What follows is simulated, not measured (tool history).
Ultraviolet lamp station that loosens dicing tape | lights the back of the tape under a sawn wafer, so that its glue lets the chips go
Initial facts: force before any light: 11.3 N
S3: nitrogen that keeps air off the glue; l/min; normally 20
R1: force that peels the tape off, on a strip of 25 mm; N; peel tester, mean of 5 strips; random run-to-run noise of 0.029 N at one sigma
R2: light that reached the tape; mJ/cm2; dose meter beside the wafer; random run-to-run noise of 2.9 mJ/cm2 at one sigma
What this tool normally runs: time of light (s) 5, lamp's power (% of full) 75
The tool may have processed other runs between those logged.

Run 1, hour 0: usual settings. Result: R1 1.753 N, R2 373 mJ/cm2.
Run 2, hour 15.5: usual settings. Result: R1 1.78 N, R2 371 mJ/cm2.
Run 3, hour 25.3: usual settings. Result: R1 1.729 N, R2 375 mJ/cm2.
Run 4, hour 43.5: usual settings. Result: R1 1.856 N, R2 369 mJ/cm2.
Run 5, hour 60.7: usual settings. Result: R1 1.775 N, R2 369 mJ/cm2.
Run 6, hour 70.9: usual settings. Result: R1 1.827 N, R2 371 mJ/cm2.
At hour 73.9: window cleaned of glue's vapour.
Run 7, hour 85.9: usual settings but lamp's power (% of full) 86. Result: R1 1.102 N, R2 462 mJ/cm2.
Run 8, hour 98.3: usual settings but lamp's power (% of full) 86. Result: R1 1.18 N, R2 459 mJ/cm2.
Run 9, hour 108.1: usual settings but lamp's power (% of full) 86. Result: R1 1.187 N, R2 460 mJ/cm2.
Run 10, hour 122.5: usual settings but lamp's power (% of full) 86, S3 18 l/min. Result: R1 1.273 N, R2 454 mJ/cm2.
Run 11, hour 137.9: usual settings but time of light (s) 3. Result: R1 3.402 N, R2 237 mJ/cm2.
Run 12, hour 153.5: usual settings but time of light (s) 3. Result: R1 3.402 N, R2 238 mJ/cm2.
Run 13, hour 169.2: usual settings but time of light (s) 3. Result: R1 3.505 N, R2 235 mJ/cm2.
Run 14, hour 185.8: usual settings but time of light (s) 3, lamp's power (% of full) 96. Result: R1 2.465 N, R2 298 mJ/cm2.
Run 15, hour 194: usual settings but time of light (s) 3, lamp's power (% of full) 72, S3 6 l/min. Result: R1 5.01 N, R2 227 mJ/cm2.
Run 16, hour 212.3: usual settings but time of light (s) 3, lamp's power (% of full) 72, S3 6 l/min. Result: R1 5.273 N, R2 222 mJ/cm2.
Run 17, hour 224.5: usual settings but time of light (s) 3, lamp's power (% of full) 63, S3 13 l/min. Result: R1 4.662 N, R2 195 mJ/cm2.
Run 18, hour 233.1: usual settings but time of light (s) 3, lamp's power (% of full) 63, S3 13 l/min. Result: R1 4.705 N, R2 192 mJ/cm2.
Run 19, hour 243: usual settings but time of light (s) 3, lamp's power (% of full) 63, S3 13 l/min. Result: R1 4.731 N, R2 193 mJ/cm2.
Run 20, hour 251.2: usual settings but time of light (s) 3, lamp's power (% of full) 63, S3 13 l/min. Result: R1 4.748 N, R2 194 mJ/cm2.
Run 21, hour 262.9: usual settings but time of light (s) 3, lamp's power (% of full) 64, S3 40 l/min. Result: R1 3.572 N, R2 192 mJ/cm2.
Run 22, hour 272.1: usual settings but time of light (s) 7, lamp's power (% of full) 94, S3 18 l/min. Result: R1 0.501 N, R2 666 mJ/cm2.
Run 23, hour 283.2: usual settings but S3 25 l/min. Result: R1 1.503 N, R2 379 mJ/cm2.
Run 24, hour 296.9: usual settings but time of light (s) 9, S3 10 l/min. Result: R1 0.752 N, R2 684 mJ/cm2.
Run 25, hour 309.2: usual settings but time of light (s) 9, lamp's power (% of full) 81, S3 6 l/min. Result: R1 0.964 N, R2 737 mJ/cm2.
Run 26, hour 318.5: usual settings but time of light (s) 9, lamp's power (% of full) 81, S3 6 l/min. Result: R1 0.936 N, R2 730 mJ/cm2.
Run 27, hour 337.2: usual settings but time of light (s) 6, S3 8 l/min. Result: R1 2.03 N, R2 453 mJ/cm2.
Run 28, hour 348.4: usual settings but time of light (s) 3. Result: R1 3.623 N, R2 224 mJ/cm2.

Predict each of these 4 candidate next runs independently; none follows another, all start after run 28:
Run A, hour 360.7: usual settings but time of light (s) 7, S3 10 l/min. Result: R1 ?, R2 ?.
Run B, hour 360.7: usual settings but time of light (s) 9, lamp's power (% of full) 86. Result: R1 ?, R2 ?.
Run C, hour 360.7: usual settings but time of light (s) 2, S3 24 l/min. Result: R1 ?, R2 ?.
Run D, hour 360.7: usual settings but lamp's power (% of full) 74. Result: R1 ?, R2 ?.

run     R1   R2
  A  1.371  522
  B  0.309  775
  C  5.313  148
  D  1.805  368
Stripped of hidden state, with their random variation kept, the same runs would have yielded:
run     R1   R2
  A  1.118  575
  B   0.24  855
  C    4.9  164
  D  1.505  405
